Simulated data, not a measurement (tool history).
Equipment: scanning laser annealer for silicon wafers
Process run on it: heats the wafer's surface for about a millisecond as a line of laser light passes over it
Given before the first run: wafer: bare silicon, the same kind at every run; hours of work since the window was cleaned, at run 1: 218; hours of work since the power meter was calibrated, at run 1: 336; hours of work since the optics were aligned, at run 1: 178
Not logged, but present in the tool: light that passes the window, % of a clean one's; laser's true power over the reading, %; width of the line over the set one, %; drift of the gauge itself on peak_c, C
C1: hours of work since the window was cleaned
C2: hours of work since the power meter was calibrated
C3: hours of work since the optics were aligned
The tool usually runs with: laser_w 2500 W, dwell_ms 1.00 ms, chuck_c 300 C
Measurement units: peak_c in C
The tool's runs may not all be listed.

Run 1, hour 0.0: usual settings; C1 218; C2 336; C3 178. Result: peak_c 1068 C.
Run 2, hour 16.2: usual settings; C1 225; C2 343; C3 185. Result: peak_c 1066 C.
Run 3, hour 39.3: usual settings but chuck_c 262 C; C1 235; C2 353; C3 195. Result: peak_c 1023 C.
Run 4, hour 59.7: usual settings but chuck_c 262 C; C1 244; C2 362; C3 204. Result: peak_c 1023 C.
Run 5, hour 90.7: usual settings; C1 258; C2 376; C3 218. Result: peak_c 1061 C.
Run 6, hour 112.7: usual settings but dwell_ms 0.90 ms; C1 268; C2 386; C3 228. Result: peak_c 1018 C.
Run 7, hour 136.1: usual settings but dwell_ms 0.84 ms; C1 278; C2 396; C3 238. Result: peak_c 992 C.
Run 8, hour 160.5: usual settings but dwell_ms 0.84 ms; C1 289; C2 407; C3 249. Result: peak_c 988 C.
Run 9, hour 192.1: usual settings but dwell_ms 0.84 ms; C1 303; C2 421; C3 263. Result: peak_c 987 C.
Run 10, hour 214.3: usual settings but dwell_ms 0.84 ms; C1 313; C2 431; C3 273. Result: peak_c 988 C.
Run 11, hour 230.5: usual settings but laser_w 2380 W, dwell_ms 0.98 ms, chuck_c 289 C; C1 320; C2 438; C3 280. Result: peak_c 999 C.
Run 12, hour 248.2: usual settings but laser_w 2189 W, dwell_ms 0.84 ms, chuck_c 318 C; C1 328; C2 446; C3 288. Result: peak_c 914 C.
At hour 260.6: window over the wafer cleaned.
Run 13, hour 265.9: usual settings but laser_w 2189 W, dwell_ms 0.84 ms, chuck_c 318 C; C1 2; C2 453; C3 295. Result: peak_c 934 C.
Run 14, hour 287.4: usual settings but chuck_c 335 C; C1 12; C2 462; C3 304. Result: peak_c 1116 C.
Run 15, hour 321.7: usual settings but chuck_c 335 C; C1 27; C2 477; C3 320. Result: peak_c 1113 C.
Run 16, hour 350.4: usual settings but laser_w 2693 W, dwell_ms 0.73 ms, chuck_c 266 C; C1 40; C2 490; C3 332. Result: peak_c 974 C.
Run 17, hour 376.6: usual settings but laser_w 2355 W, dwell_ms 0.72 ms; C1 51; C2 502; C3 344. Result: peak_c 909 C.
Run 18, hour 415.9: usual settings but laser_w 2355 W, dwell_ms 0.72 ms; C1 69; C2 519; C3 361. Result: peak_c 906 C.
Run 19, hour 438.4: usual settings but laser_w 2355 W, dwell_ms 0.72 ms; C1 79; C2 529; C3 371. Result: peak_c 906 C.
Run 20, hour 475.0: usual settings but dwell_ms 1.18 ms, chuck_c 320 C; C1 95; C2 545; C3 388. Result: peak_c 1164 C.

Run by run, hidden condition taken away, random variation retained:
run  peak_c
  1    1087
  2    1086
  3    1044
  4    1044
  5    1083
  6    1040
  7    1015
  8    1011
  9    1012
 10    1013
 11    1026
 12     936
 13     937
 14    1121
 15    1119
 16     981
 17     915
 18     914
 19     915
 20    1177

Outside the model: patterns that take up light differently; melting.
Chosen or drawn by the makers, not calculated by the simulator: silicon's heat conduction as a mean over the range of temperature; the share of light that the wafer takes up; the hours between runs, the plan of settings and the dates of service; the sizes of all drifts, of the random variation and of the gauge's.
